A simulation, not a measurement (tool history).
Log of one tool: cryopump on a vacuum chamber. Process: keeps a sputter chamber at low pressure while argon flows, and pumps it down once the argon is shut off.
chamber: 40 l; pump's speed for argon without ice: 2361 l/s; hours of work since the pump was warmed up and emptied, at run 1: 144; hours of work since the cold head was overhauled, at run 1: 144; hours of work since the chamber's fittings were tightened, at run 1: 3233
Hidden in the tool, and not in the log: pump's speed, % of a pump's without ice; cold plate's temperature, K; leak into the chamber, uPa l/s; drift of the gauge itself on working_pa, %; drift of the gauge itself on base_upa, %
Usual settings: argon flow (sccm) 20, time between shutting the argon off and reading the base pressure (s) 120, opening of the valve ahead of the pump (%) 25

run	hour	argon flow (sccm)	time between shutting the argon off and reading the base pressure (s)	opening of the valve ahead of the pump (%)	hours of work since the pump was warmed up and emptied	hours of work since the cold head was overhauled	hours of work since the chamber's fittings were tightened	pressure while argon flows (Pa)	pressure after the wait (uPa)
1	0	20	120	25	144	144	3233	0.0581	0.78
2	74.2	20	120	25	194	194	3283	0.058	0.82
3	164	20	120	25	253	253	3342	0.0585	0.86
4	279.2	20	120	25	330	330	3419	0.0602	0.87
5	403.1	20	120	25	412	412	3501	0.0607	0.92
6	488.6	20	120	25	469	469	3558	0.0596	0.91
7	540	20	120	25	503	503	3592	0.0592	0.94
8	598.6	20	120	25	542	542	3631	0.0611	1
# hour 682: leaking fittings of the chamber tightened, without venting
9	720.3	20	120	25	622	622	25	0.0599	0.46
10	838.7	20	120	25	700	700	104	0.0614	0.46
11	941.7	20	120	25	769	769	173	0.0617	0.48
12	1000.4	20	120	25	808	808	212	0.0632	0.44
13	1096	20	120	21	871	871	275	0.0728	0.47
14	1182.4	20	189	25	929	929	333	0.0633	0.38
15	1281.8	20	120	25	995	995	399	0.064	0.52
16	1370.7	20	120	25	1054	1054	458	0.0655	0.55
17	1467.4	20	120	42	1118	1118	522	0.0424	0.55
# hour 1534: pump warmed up, emptied and cooled again
18	1534	19	52	42	0	1159	563	0.032	0.86
19	1589.9	34	57	25	37	1197	600	0.0986	0.78
20	1689.7	25	214	29	103	1263	667	0.0634	0.36
21	1740.6	25	214	29	137	1297	700	0.0626	0.42
22	1826.1	25	214	29	194	1354	757	0.0632	0.39
23	1946.1	33	30	23	274	1433	837	0.1048	1.37
24	2056	23	29	22	347	1506	910	0.0772	1.42
25	2163	17	144	49	418	1578	981	0.0266	0.55
26	2262.3	17	144	49	484	1644	1047	0.027	0.55
27	2375.8	24	100	44	560	1719	1123	0.0432	0.63
28	2438.7	11	53	46	601	1761	1165	0.0198	0.96
29	2498.2	11	53	46	641	1800	1204	0.019	0.98
30	2610.6	11	33	50	716	1875	1279	0.019	1.37
31	2694	11	33	50	771	1931	1334	0.019	1.36
32	2752.7	11	33	50	810	1970	1373	0.019	1.41
33	2863	21	253	37	884	2043	1447	0.0478	0.56
34	2915.5	19	120	58	918	2078	1482	0.0299	0.74

Forecast each of these 4 alternatives for the next run:
A	3013.1	22	58	25	983	2143	1546	?	?
B	3013.1	20	66	25	983	2143	1546	?	?
C	3013.1	19	120	22	983	2143	1546	?	?
D	3013.1	20	120	26	983	2143	1546	?	?

run	pressure while argon flows (Pa)	pressure after the wait (uPa)
A	0.0709	1.03
B	0.0648	1.01
C	0.0693	0.71
D	0.0619	0.75
Without the tool's hidden state the same runs would have given:
run	pressure while argon flows (Pa)	pressure after the wait (uPa)
A	0.0629	0.68
B	0.0575	0.66
C	0.0624	0.36
D	0.0546	0.4

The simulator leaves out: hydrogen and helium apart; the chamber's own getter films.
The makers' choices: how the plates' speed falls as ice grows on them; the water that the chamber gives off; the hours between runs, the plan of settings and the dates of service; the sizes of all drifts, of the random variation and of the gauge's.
